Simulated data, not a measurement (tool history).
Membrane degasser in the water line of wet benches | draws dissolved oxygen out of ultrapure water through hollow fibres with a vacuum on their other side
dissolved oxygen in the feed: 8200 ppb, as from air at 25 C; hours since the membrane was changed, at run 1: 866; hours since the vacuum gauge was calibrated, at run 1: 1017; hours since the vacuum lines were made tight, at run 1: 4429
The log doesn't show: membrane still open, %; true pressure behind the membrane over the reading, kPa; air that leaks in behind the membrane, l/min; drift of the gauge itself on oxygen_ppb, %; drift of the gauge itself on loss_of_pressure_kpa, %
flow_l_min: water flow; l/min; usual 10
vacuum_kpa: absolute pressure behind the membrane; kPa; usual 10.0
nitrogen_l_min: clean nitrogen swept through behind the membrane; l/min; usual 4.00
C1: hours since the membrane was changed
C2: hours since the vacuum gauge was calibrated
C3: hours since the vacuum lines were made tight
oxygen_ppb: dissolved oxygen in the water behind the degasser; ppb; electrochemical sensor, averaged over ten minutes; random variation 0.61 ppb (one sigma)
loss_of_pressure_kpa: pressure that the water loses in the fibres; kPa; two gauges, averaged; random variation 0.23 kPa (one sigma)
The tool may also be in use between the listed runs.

Run 1, hour 0.0: usual settings; C1 866; C2 1017; C3 4429. Result: oxygen_ppb 56.7 ppb, loss_of_pressure_kpa 58.70 kPa.
Run 2, hour 26.8: usual settings but nitrogen_l_min 6.22 l/min; C1 893; C2 1044; C3 4456. Result: oxygen_ppb 41.1 ppb, loss_of_pressure_kpa 58.25 kPa.
Run 3, hour 57.7: usual settings but nitrogen_l_min 6.22 l/min; C1 924; C2 1075; C3 4487. Result: oxygen_ppb 40.6 ppb, loss_of_pressure_kpa 58.24 kPa.
Run 4, hour 98.4: usual settings but nitrogen_l_min 6.22 l/min; C1 964; C2 1116; C3 4528. Result: oxygen_ppb 41.2 ppb, loss_of_pressure_kpa 58.52 kPa.
Run 5, hour 152.5: usual settings but nitrogen_l_min 10.46 l/min; C1 1018; C2 1170; C3 4582. Result: oxygen_ppb 28.9 ppb, loss_of_pressure_kpa 57.67 kPa.
Run 6, hour 193.8: usual settings but nitrogen_l_min 10.46 l/min; C1 1060; C2 1211; C3 4623. Result: oxygen_ppb 29.3 ppb, loss_of_pressure_kpa 58.29 kPa.
Run 7, hour 245.9: usual settings but nitrogen_l_min 9.21 l/min; C1 1112; C2 1263; C3 4675. Result: oxygen_ppb 32.1 ppb, loss_of_pressure_kpa 58.67 kPa.
Run 8, hour 298.1: usual settings but nitrogen_l_min 9.21 l/min; C1 1164; C2 1316; C3 4727. Result: oxygen_ppb 31.4 ppb, loss_of_pressure_kpa 58.07 kPa.
Run 9, hour 326.0: usual settings; C1 1192; C2 1343; C3 4755. Result: oxygen_ppb 56.1 ppb, loss_of_pressure_kpa 58.29 kPa.
Run 10, hour 353.5: usual settings; C1 1219; C2 1371; C3 4783. Result: oxygen_ppb 56.4 ppb, loss_of_pressure_kpa 58.86 kPa.
Run 11, hour 385.3: usual settings; C1 1251; C2 1403; C3 4814. Result: oxygen_ppb 57.1 ppb, loss_of_pressure_kpa 58.37 kPa.
Run 12, hour 412.9: usual settings; C1 1279; C2 1430; C3 4842. Result: oxygen_ppb 57.8 ppb, loss_of_pressure_kpa 58.83 kPa.
Run 13, hour 450.3: usual settings but flow_l_min 11 l/min, vacuum_kpa 6.1 kPa; C1 1316; C2 1468; C3 4880. Result: oxygen_ppb 39.9 ppb, loss_of_pressure_kpa 64.76 kPa.
Run 14, hour 506.5: usual settings but flow_l_min 11 l/min, vacuum_kpa 6.1 kPa; C1 1372; C2 1524; C3 4936. Result: oxygen_ppb 39.9 ppb, loss_of_pressure_kpa 64.71 kPa.
Run 15, hour 559.3: usual settings but flow_l_min 8 l/min, nitrogen_l_min 2.88 l/min; C1 1425; C2 1577; C3 4988. Result: oxygen_ppb 55.0 ppb, loss_of_pressure_kpa 47.12 kPa.
Run 16, hour 605.0: usual settings but flow_l_min 8 l/min, nitrogen_l_min 2.88 l/min; C1 1471; C2 1622; C3 5034. Result: oxygen_ppb 56.9 ppb, loss_of_pressure_kpa 46.79 kPa.
Run 17, hour 650.3: usual settings but flow_l_min 8 l/min, nitrogen_l_min 2.88 l/min; C1 1516; C2 1668; C3 5079. Result: oxygen_ppb 55.2 ppb, loss_of_pressure_kpa 47.03 kPa.
Run 18, hour 675.0: usual settings but flow_l_min 9 l/min, vacuum_kpa 18.3 kPa, nitrogen_l_min 2.53 l/min; C1 1541; C2 1692; C3 5104. Result: oxygen_ppb 145.6 ppb, loss_of_pressure_kpa 52.64 kPa.
Run 19, hour 726.6: usual settings but vacuum_kpa 8.8 kPa, nitrogen_l_min 2.53 l/min; C1 1592; C2 1744; C3 5156. Result: oxygen_ppb 69.2 ppb, loss_of_pressure_kpa 59.13 kPa.
Run 20, hour 759.5: usual settings but vacuum_kpa 23.5 kPa, nitrogen_l_min 3.18 l/min; C1 1625; C2 1777; C3 5189. Result: oxygen_ppb 177.6 ppb, loss_of_pressure_kpa 58.41 kPa.
Run 21, hour 794.4: usual settings but vacuum_kpa 7.9 kPa, nitrogen_l_min 1.78 l/min; C1 1660; C2 1812; C3 5224. Result: oxygen_ppb 81.6 ppb, loss_of_pressure_kpa 58.78 kPa.
Run 22, hour 818.2: usual settings but vacuum_kpa 7.9 kPa, nitrogen_l_min 1.78 l/min; C1 1684; C2 1836; C3 5247. Result: oxygen_ppb 80.7 ppb, loss_of_pressure_kpa 58.52 kPa.
Run 23, hour 843.9: usual settings but flow_l_min 9 l/min, vacuum_kpa 8.6 kPa; C1 1710; C2 1861; C3 5273. Result: oxygen_ppb 40.1 ppb, loss_of_pressure_kpa 52.58 kPa.

4 ways to go on from here, each from the tool as it stands after run 23. What would each give?
Run A, hour 896.2: usual settings but flow_l_min 9 l/min, vacuum_kpa 6.5 kPa; C1 1762; C2 1914; C3 5325. Result: oxygen_ppb ?, loss_of_pressure_kpa ?.
Run B, hour 896.2: usual settings but vacuum_kpa 24.4 kPa; C1 1762; C2 1914; C3 5325. Result: oxygen_ppb ?, loss_of_pressure_kpa ?.
Run C, hour 896.2: usual settings but flow_l_min 11 l/min; C1 1762; C2 1914; C3 5325. Result: oxygen_ppb ?, loss_of_pressure_kpa ?.
Run D, hour 896.2: usual settings but flow_l_min 7 l/min, vacuum_kpa 7.8 kPa, nitrogen_l_min 9.40 l/min; C1 1762; C2 1914; C3 5325. Result: oxygen_ppb ?, loss_of_pressure_kpa ?.

run  oxygen_ppb  loss_of_pressure_kpa
  A        27.6                 53.02
  B       150.4                 58.89
  C        68.8                 65.10
  D        11.6                 40.75
Without the tool's hidden state the same runs would have given:
run  oxygen_ppb  loss_of_pressure_kpa
  A        24.9                 52.15
  B       140.2                 57.93
  C        63.7                 64.03
  D        10.2                 40.08
